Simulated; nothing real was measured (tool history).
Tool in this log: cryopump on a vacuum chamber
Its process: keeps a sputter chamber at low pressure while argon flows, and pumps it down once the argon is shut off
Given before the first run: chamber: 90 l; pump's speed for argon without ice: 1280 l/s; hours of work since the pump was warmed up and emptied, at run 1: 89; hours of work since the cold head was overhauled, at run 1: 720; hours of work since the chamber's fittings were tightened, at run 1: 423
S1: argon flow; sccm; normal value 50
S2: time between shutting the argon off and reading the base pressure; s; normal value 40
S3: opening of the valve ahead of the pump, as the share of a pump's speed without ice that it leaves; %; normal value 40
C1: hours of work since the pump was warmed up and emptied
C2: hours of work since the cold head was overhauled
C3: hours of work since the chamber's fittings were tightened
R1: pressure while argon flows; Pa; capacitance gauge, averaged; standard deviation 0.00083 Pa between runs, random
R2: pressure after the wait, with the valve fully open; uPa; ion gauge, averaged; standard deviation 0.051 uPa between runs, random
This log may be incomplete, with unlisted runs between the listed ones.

{"run": 1, "hour": 0.0, "S1": 50, "S2": 40, "S3": 40, "C1": 89, "C2": 720, "C3": 423, "R1": 0.1692, "R2": 3.68}
{"run": 2, "hour": 45.7, "S1": 50, "S2": 40, "S3": 40, "C1": 111, "C2": 743, "C3": 446, "R1": 0.1675, "R2": 3.72}
{"run": 3, "hour": 90.2, "S1": 50, "S2": 40, "S3": 40, "C1": 134, "C2": 766, "C3": 469, "R1": 0.17, "R2": 3.82}
{"run": 4, "hour": 136.3, "S1": 50, "S2": 40, "S3": 40, "C1": 157, "C2": 789, "C3": 492, "R1": 0.1699, "R2": 3.71}
{"run": 5, "hour": 186.0, "S1": 50, "S2": 40, "S3": 40, "C1": 182, "C2": 814, "C3": 517, "R1": 0.1702, "R2": 3.89}
{"run": 6, "hour": 218.0, "S1": 50, "S2": 40, "S3": 40, "C1": 198, "C2": 830, "C3": 533, "R1": 0.1712, "R2": 4.02}
{"run": 7, "hour": 259.1, "S1": 50, "S2": 71, "S3": 40, "C1": 218, "C2": 850, "C3": 553, "R1": 0.1707, "R2": 2.54}
{"run": 8, "hour": 283.4, "S1": 50, "S2": 40, "S3": 40, "C1": 231, "C2": 863, "C3": 565, "R1": 0.171, "R2": 3.86}
{"run": 9, "hour": 318.0, "S1": 50, "S2": 40, "S3": 40, "C1": 248, "C2": 880, "C3": 583, "R1": 0.1714, "R2": 3.94}
{"run": 10, "hour": 347.2, "S1": 35, "S2": 40, "S3": 40, "C1": 263, "C2": 895, "C3": 597, "R1": 0.1207, "R2": 3.89}
{"run": 11, "hour": 378.8, "S1": 35, "S2": 40, "S3": 40, "C1": 278, "C2": 910, "C3": 613, "R1": 0.1217, "R2": 4.07}
{"run": 12, "hour": 413.8, "S1": 50, "S2": 40, "S3": 43, "C1": 296, "C2": 928, "C3": 631, "R1": 0.161, "R2": 4.08}
{"run": 13, "hour": 439.6, "S1": 50, "S2": 40, "S3": 40, "C1": 309, "C2": 941, "C3": 644, "R1": 0.1728, "R2": 4.06}
{"run": 14, "hour": 466.1, "S1": 50, "S2": 25, "S3": 40, "C1": 322, "C2": 954, "C3": 657, "R1": 0.1734, "R2": 5.87}
{"run": 15, "hour": 504.8, "S1": 50, "S2": 25, "S3": 40, "C1": 342, "C2": 974, "C3": 676, "R1": 0.1737, "R2": 5.81}
{"run": 16, "hour": 538.8, "S1": 50, "S2": 25, "S3": 40, "C1": 359, "C2": 991, "C3": 693, "R1": 0.174, "R2": 5.95}
{"run": 17, "hour": 585.6, "S1": 50, "S2": 40, "S3": 50, "C1": 382, "C2": 1014, "C3": 717, "R1": 0.1419, "R2": 4.21}
{"run": 18, "hour": 615.6, "S1": 50, "S2": 24, "S3": 50, "C1": 397, "C2": 1029, "C3": 732, "R1": 0.1434, "R2": 6.15}
{"run": 19, "hour": 646.8, "S1": 50, "S2": 24, "S3": 50, "C1": 413, "C2": 1045, "C3": 748, "R1": 0.1429, "R2": 6.24}
{"run": 20, "hour": 690.6, "S1": 50, "S2": 53, "S3": 38, "C1": 435, "C2": 1067, "C3": 770, "R1": 0.1854, "R2": 3.68}
{"run": 21, "hour": 735.5, "S1": 40, "S2": 170, "S3": 43, "C1": 457, "C2": 1089, "C3": 792, "R1": 0.1324, "R2": 2.14}
{"run": 22, "hour": 764.8, "S1": 40, "S2": 170, "S3": 43, "C1": 472, "C2": 1104, "C3": 807, "R1": 0.1335, "R2": 2.2}
{"run": 23, "hour": 805.0, "S1": 30, "S2": 170, "S3": 49, "C1": 492, "C2": 1124, "C3": 827, "R1": 0.0889, "R2": 2.24}
{"run": 24, "hour": 844.4, "S1": 30, "S2": 170, "S3": 49, "C1": 512, "C2": 1144, "C3": 847, "R1": 0.0891, "R2": 2.27}
{"run": 25, "hour": 866.0, "S1": 50, "S2": 38, "S3": 40, "C1": 523, "C2": 1155, "C3": 858, "R1": 0.1817, "R2": 4.58}
{"run": 26, "hour": 889.3, "S1": 85, "S2": 262, "S3": 40, "C1": 534, "C2": 1166, "C3": 869, "R1": 0.3079, "R2": 2.13}
{"run": 27, "hour": 926.7, "S1": 85, "S2": 33, "S3": 40, "C1": 553, "C2": 1185, "C3": 888, "R1": 0.305, "R2": 5.1}
{"run": 28, "hour": 950.4, "S1": 85, "S2": 33, "S3": 40, "C1": 565, "C2": 1197, "C3": 900, "R1": 0.31, "R2": 5.27}
{"run": 29, "hour": 982.3, "S1": 23, "S2": 20, "S3": 29, "C1": 581, "C2": 1213, "C3": 916, "R1": 0.1116, "R2": 7.7}
{"run": 30, "hour": 1028.4, "S1": 74, "S2": 150, "S3": 29, "C1": 604, "C2": 1236, "C3": 939, "R1": 0.3606, "R2": 2.55}

Alternative continuations, all from the tool just after run 30; predict every row:
{"hour": 1045.5, "done": "pump warmed up, emptied and cooled again"}
{"run": "A", "hour": 1060.8, "S1": 72, "S2": 26, "S3": 38, "C1": 8, "C2": 1250, "C3": 953, "R1": "?", "R2": "?"}
{"hour": 1045.5, "done": "pump warmed up, emptied and cooled again"}
{"run": "B", "hour": 1060.8, "S1": 50, "S2": 109, "S3": 40, "C1": 8, "C2": 1250, "C3": 953, "R1": "?", "R2": "?"}
{"hour": 1045.5, "done": "pump warmed up, emptied and cooled again"}
{"run": "C", "hour": 1060.8, "S1": 92, "S2": 121, "S3": 57, "C1": 8, "C2": 1250, "C3": 953, "R1": "?", "R2": "?"}

run=A R1=0.2531 R2=5.81
run=B R1=0.1663 R2=2.48
run=C R1=0.2133 R2=2.35
Take away the tool's hidden state, keep each run's random variation, and the runs would have read:
run=A R1=0.2517 R2=4.61
run=B R1=0.1654 R2=1.28
run=C R1=0.2116 R2=1.15
